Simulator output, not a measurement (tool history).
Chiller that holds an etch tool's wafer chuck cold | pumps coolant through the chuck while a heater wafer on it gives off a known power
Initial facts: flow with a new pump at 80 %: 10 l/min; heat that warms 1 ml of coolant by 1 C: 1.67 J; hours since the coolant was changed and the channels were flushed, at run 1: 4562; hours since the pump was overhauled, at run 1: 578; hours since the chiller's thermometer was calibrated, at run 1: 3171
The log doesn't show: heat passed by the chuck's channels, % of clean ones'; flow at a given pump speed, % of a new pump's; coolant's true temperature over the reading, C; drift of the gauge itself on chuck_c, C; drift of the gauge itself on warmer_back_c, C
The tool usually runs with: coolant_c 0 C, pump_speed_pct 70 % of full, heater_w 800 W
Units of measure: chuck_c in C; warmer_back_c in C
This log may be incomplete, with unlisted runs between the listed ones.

run,hour,coolant_c,pump_speed_pct,heater_w,hours since the coolant was changed and the channels were flushed,hours since the pump was overhauled,hours since the chiller's thermometer was calibrated,chuck_c,warmer_back_c
1,0,0,70,800,4562,578,3171,6.8,3.35
2,23.9,0,70,800,4586,602,3195,6.5,3.34
3,48.7,0,70,800,4611,627,3220,6.9,3.34
4,68.3,0,70,800,4631,647,3239,6.7,3.4
5,91.6,0,70,800,4654,670,3263,6.8,3.38
6,118.1,0,70,800,4680,697,3289,6.9,3.39
7,133.3,0,70,800,4696,712,3304,6.6,3.4
8,155.2,0,70,800,4718,734,3326,6.8,3.35
9,183.7,0,70,800,4746,762,3355,7.1,3.39
10,216.8,0,69,800,4779,795,3388,7.1,3.4
11,246.6,0,69,800,4809,825,3418,7,3.41
12,274,0,70,800,4836,852,3445,6.9,3.36
13,302.7,0,70,800,4865,881,3474,6.9,3.44
14,323.5,0,70,800,4886,902,3495,6.9,3.36
15,339.3,0,70,800,4902,918,3510,6.9,3.4
16,364.5,0,70,800,4927,943,3536,6.9,3.36
17,389.3,0,97,800,4952,968,3560,5.6,2.26
18,411.8,-9,97,800,4974,990,3583,-3.5,2.37
19,442.2,-9,97,800,5005,1021,3613,-3.5,2.4
20,472.5,1,68,588,5035,1051,3644,6.3,2.55
# hour 476.7: chiller's thermometer calibrated
21,496.9,1,68,588,5058,1074,20,6.3,2.57
22,517,1,68,588,5078,1094,40,6.2,2.56
23,537.5,-6,72,535,5099,1115,61,-1.5,2.18
24,571.7,4,70,800,5133,1149,95,10.8,3.41
# hour 579.7: chiller's thermometer calibrated, once more
25,595.3,4,70,800,5156,1172,16,10.9,3.36
26,622.4,4,70,800,5183,1199,43,10.6,3.45
27,656.4,-2,85,1157,5217,1233,77,6.6,4.01
28,685.4,-2,85,1157,5246,1262,106,6.5,4.02
29,702.9,-2,85,1087,5263,1279,123,5.9,3.71
30,730.8,-6,61,1132,5291,1307,151,4.7,5.54
31,752.7,5,70,800,5313,1329,173,11.6,3.42
32,779.2,5,70,906,5340,1356,199,12.8,3.88
33,808.6,-5,85,433,5369,1385,229,-1.8,1.5

3 ways to go on from here, each from the tool as it stands after run 33. What would each give?
A,833.1,0,70,426,5393,1410,253,?,?
B,833.1,-5,85,433,5393,1410,253,?,?
C,833.1,-5,77,433,5393,1410,253,?,?

run,chuck_c,warmer_back_c
A,3.4,1.79
B,-1.8,1.48
C,-1.8,1.66
With no hidden state in the tool, these same runs would have given:
run,chuck_c,warmer_back_c
A,3.2,1.74
B,-1.9,1.44
C,-2,1.61
